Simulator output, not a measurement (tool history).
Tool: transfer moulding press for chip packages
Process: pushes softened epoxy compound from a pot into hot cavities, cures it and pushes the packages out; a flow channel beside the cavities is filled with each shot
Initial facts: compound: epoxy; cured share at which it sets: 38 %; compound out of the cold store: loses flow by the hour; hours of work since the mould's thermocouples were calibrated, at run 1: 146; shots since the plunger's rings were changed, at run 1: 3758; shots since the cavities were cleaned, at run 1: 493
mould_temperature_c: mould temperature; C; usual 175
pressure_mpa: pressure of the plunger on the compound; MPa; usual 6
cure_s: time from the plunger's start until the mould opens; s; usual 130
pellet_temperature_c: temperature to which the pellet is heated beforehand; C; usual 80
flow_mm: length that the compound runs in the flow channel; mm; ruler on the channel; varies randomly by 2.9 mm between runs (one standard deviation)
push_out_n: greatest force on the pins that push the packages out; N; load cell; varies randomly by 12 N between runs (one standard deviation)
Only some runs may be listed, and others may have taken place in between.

run	hour	mould_temperature_c	pressure_mpa	cure_s	pellet_temperature_c	hours of work since the mould's thermocouples were calibrated	shots since the plunger's rings were changed	shots since the cavities were cleaned	incoming compound's hours out of the cold store	flow_mm	push_out_n
1	0	175	6	130	80	146	3758	493	36.5	534	872
2	9.2	175	6	130	80	150	3812	547	20.5	568	927
3	13.8	175	6	130	80	152	3839	574	17.2	573	931
4	20.5	175	6	130	76	155	3878	613	44.3	509	914
5	30.3	175	6	130	84	159	3936	671	26.6	547	941
6	34.6	175	6	130	84	161	3961	696	11.4	592	999
7	43.8	175	5.97	130	80	165	4015	750	35	533	924
8	53.8	175	6	130	80	169	4074	809	24.5	553	979
9	62.1	175	6	130	85	173	4122	857	31.7	543	1014
10	68	182	6	130	80	175	4157	892	12.9	563	824
11	74.7	182	6	130	80	178	4196	931	31.6	522	824
12	80.3	175	6	159	80	180	4229	964	40.3	518	824
13	88.8	175	6.79	145	88	184	4279	1014	25.1	585	910
14	94.5	175	6.79	145	88	186	4312	1047	34.2	561	944
# hour 98.7: plunger's sealing rings changed
# hour 103.1: cavities cleaned with cleaning compound and waxed
15	103.1	175	6.79	134	83	188	17	0	17.4	661	547
16	109.9	174	4.59	133	72	191	56	39	38	495	577
17	116.8	177	4.59	161	72	194	97	80	45.8	472	517
18	126.7	175	7.41	113	80	199	155	138	35.3	631	801
19	136.9	174	7.41	124	80	203	215	198	43.7	617	767
20	144.3	174	7.41	124	80	206	258	241	20.7	678	851

What if the next run were any one of these 3? Each begins from the tool's condition after run 20:
A	152.2	175	6.97	130	71	209	305	288	33.2	?	?
B	152.2	175	6.84	111	80	209	305	288	31.2	?	?
C	152.2	169	6	155	80	209	305	288	31.3	?	?

run	flow_mm	push_out_n
A	618	784
B	620	990
C	590	795
What these runs would have given with no unlogged condition in the tool:
run	flow_mm	push_out_n
A	622	559
B	624	692
C	593	559
